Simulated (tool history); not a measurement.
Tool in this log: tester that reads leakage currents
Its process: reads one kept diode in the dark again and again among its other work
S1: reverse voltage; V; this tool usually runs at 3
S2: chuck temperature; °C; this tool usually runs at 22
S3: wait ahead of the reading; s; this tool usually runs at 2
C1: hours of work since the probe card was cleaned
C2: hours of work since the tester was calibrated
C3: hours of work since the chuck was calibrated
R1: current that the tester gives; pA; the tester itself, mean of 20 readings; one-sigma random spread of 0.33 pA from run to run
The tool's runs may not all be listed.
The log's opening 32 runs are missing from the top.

{"run": 33, "hour": 693.7, "S1": 3.45, "S2": 22, "S3": 2.99, "C1": 54, "C2": 486, "C3": 486, "R1": 121.8}
{"run": 34, "hour": 724.5, "S1": 1.13, "S2": 47, "S3": 2.28, "C1": 72, "C2": 505, "C3": 505, "R1": 423.93}
{"run": 35, "hour": 745.2, "S1": 1.13, "S2": 47, "S3": 2.28, "C1": 85, "C2": 517, "C3": 517, "R1": 422.92}
{"run": 36, "hour": 758.6, "S1": 3, "S2": 46, "S3": 2.73, "C1": 93, "C2": 525, "C3": 525, "R1": 626.41}
{"run": 37, "hour": 772.7, "S1": 4.26, "S2": 22, "S3": 2, "C1": 101, "C2": 534, "C3": 534, "R1": 135.61}
{"hour": 782.9, "done": "probe card cleaned and baked, once more"}
{"run": 38, "hour": 793.4, "S1": 2.14, "S2": 25, "S3": 0.55, "C1": 6, "C2": 544, "C3": 544, "R1": 122.95}
{"run": 39, "hour": 806.2, "S1": 3, "S2": 50, "S3": 2, "C1": 14, "C2": 552, "C3": 552, "R1": 805.36}
{"run": 40, "hour": 827.4, "S1": 3, "S2": 50, "S3": 2, "C1": 27, "C2": 564, "C3": 564, "R1": 809.89}
{"run": 41, "hour": 849.7, "S1": 3.31, "S2": 38, "S3": 0.47, "C1": 40, "C2": 578, "C3": 578, "R1": 384.02}

Predict each of these 3 candidate next runs independently; none follows another, all start after run 41:
{"run": "A", "hour": 875.2, "S1": 1.33, "S2": 31, "S3": 0.74, "C1": 55, "C2": 593, "C3": 593, "R1": "?"}
{"run": "B", "hour": 875.2, "S1": 2.11, "S2": 22, "S3": 2.01, "C1": 55, "C2": 593, "C3": 593, "R1": "?"}
{"run": "C", "hour": 875.2, "S1": 6.55, "S2": 30, "S3": 3.06, "C1": 55, "C2": 593, "C3": 593, "R1": "?"}

run=A R1=153.57
run=B R1=97.2
run=C R1=299.34
Without the tool's unlogged condition, the same runs would have read:
run=A R1=147.07
run=B R1=92.8
run=C R1=286.49

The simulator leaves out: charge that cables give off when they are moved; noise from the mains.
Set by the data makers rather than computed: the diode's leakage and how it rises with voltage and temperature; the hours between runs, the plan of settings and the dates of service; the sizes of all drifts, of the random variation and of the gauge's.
